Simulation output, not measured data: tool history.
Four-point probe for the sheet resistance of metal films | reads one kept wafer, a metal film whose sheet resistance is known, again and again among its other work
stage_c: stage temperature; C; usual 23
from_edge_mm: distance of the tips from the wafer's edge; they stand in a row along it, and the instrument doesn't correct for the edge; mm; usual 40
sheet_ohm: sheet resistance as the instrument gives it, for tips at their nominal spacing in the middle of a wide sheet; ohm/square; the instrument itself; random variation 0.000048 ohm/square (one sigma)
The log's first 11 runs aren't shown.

run 12 hour=403.7 | stage_c=23 from_edge_mm=40 | sheet_ohm=0.241473
run 13 hour=456 | stage_c=23 from_edge_mm=40 | sheet_ohm=0.241479
run 14 hour=487.1 | stage_c=23 from_edge_mm=40 | sheet_ohm=0.241505
run 15 hour=537.9 | stage_c=23 from_edge_mm=43 | sheet_ohm=0.241567
run 16 hour=567.7 | stage_c=23 from_edge_mm=57 | sheet_ohm=0.241541
run 17 hour=591.1 | stage_c=23 from_edge_mm=57 | sheet_ohm=0.241519
run 18 hour=634.7 | stage_c=24 from_edge_mm=40 | sheet_ohm=0.241722
run 19 hour=658.6 | stage_c=31 from_edge_mm=9 | sheet_ohm=0.243556
run 20 hour=680.7 | stage_c=31 from_edge_mm=9 | sheet_ohm=0.243511

Run 21 comes next. What will it give?
run 21 hour=716.4 | stage_c=21 from_edge_mm=11 | sheet_ohm=?

sheet_ohm: 0.242628 ohm/square
Without the tool's hidden state the same run would have given sheet_ohm 0.241285 ohm/square.
